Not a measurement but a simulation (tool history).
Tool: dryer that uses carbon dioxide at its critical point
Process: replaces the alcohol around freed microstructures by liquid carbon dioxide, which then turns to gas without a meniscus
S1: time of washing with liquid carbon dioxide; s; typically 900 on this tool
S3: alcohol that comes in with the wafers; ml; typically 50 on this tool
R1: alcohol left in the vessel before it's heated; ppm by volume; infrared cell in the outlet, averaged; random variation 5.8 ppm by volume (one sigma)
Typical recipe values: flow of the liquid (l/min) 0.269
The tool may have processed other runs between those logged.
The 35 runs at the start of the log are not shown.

Run 36, hour 315: usual settings but flow of the liquid (l/min) 0.386, S3 106 ml. Result: R1 92 ppm by volume.
Run 37, hour 323.7: usual settings but flow of the liquid (l/min) 0.186, S3 25 ml. Result: R1 825 ppm by volume.
Run 38, hour 335.1: usual settings but flow of the liquid (l/min) 0.186, S3 25 ml. Result: R1 837 ppm by volume.
Run 39, hour 346.1: usual settings but S1 1020 s, flow of the liquid (l/min) 0.186, S3 25 ml. Result: R1 494 ppm by volume.
Run 40, hour 358.2: usual settings but S1 1200 s, flow of the liquid (l/min) 0.22, S3 34 ml. Result: R1 152 ppm by volume.
Run 41, hour 371.5: usual settings but S1 1200 s, flow of the liquid (l/min) 0.22, S3 34 ml. Result: R1 149 ppm by volume.
Run 42, hour 383.8: usual settings but S1 720 s, flow of the liquid (l/min) 0.439. Result: R1 100 ppm by volume.
Run 43, hour 390.6: usual settings but S1 660 s, flow of the liquid (l/min) 0.439, S3 58 ml. Result: R1 173 ppm by volume.
Run 44, hour 402.1: usual settings but S1 660 s, flow of the liquid (l/min) 0.439, S3 58 ml. Result: R1 164 ppm by volume.
Run 45, hour 409.1: usual settings but S1 1440 s, flow of the liquid (l/min) 0.223, S3 33 ml. Result: R1 77 ppm by volume.
Run 46, hour 419.3: usual settings but S1 1080 s, flow of the liquid (l/min) 0.401, S3 35 ml. Result: R1 66 ppm by volume.
Run 47, hour 428.9: usual settings but S1 1080 s, flow of the liquid (l/min) 0.401, S3 35 ml. Result: R1 63 ppm by volume.

Predict each of these 4 candidate next runs independently; none follows another, all start after run 47:
Run A, hour 434.4: usual settings but S1 1020 s, flow of the liquid (l/min) 0.338, S3 60 ml. Result: R1 ?.
Run B, hour 434.4: usual settings but flow of the liquid (l/min) 0.382, S3 63 ml. Result: R1 ?.
Run C, hour 434.4: usual settings but S1 840 s, flow of the liquid (l/min) 0.278. Result: R1 ?.
Run D, hour 434.4: usual settings but S1 720 s, flow of the liquid (l/min) 0.344, S3 30 ml. Result: R1 ?.

run   R1
  A   86
  B   89
  C  396
  D  208
With the hidden condition removed and each run's random variation left untouched, the same runs would have given:
run   R1
  A   21
  B   23
  C  245
  D  111

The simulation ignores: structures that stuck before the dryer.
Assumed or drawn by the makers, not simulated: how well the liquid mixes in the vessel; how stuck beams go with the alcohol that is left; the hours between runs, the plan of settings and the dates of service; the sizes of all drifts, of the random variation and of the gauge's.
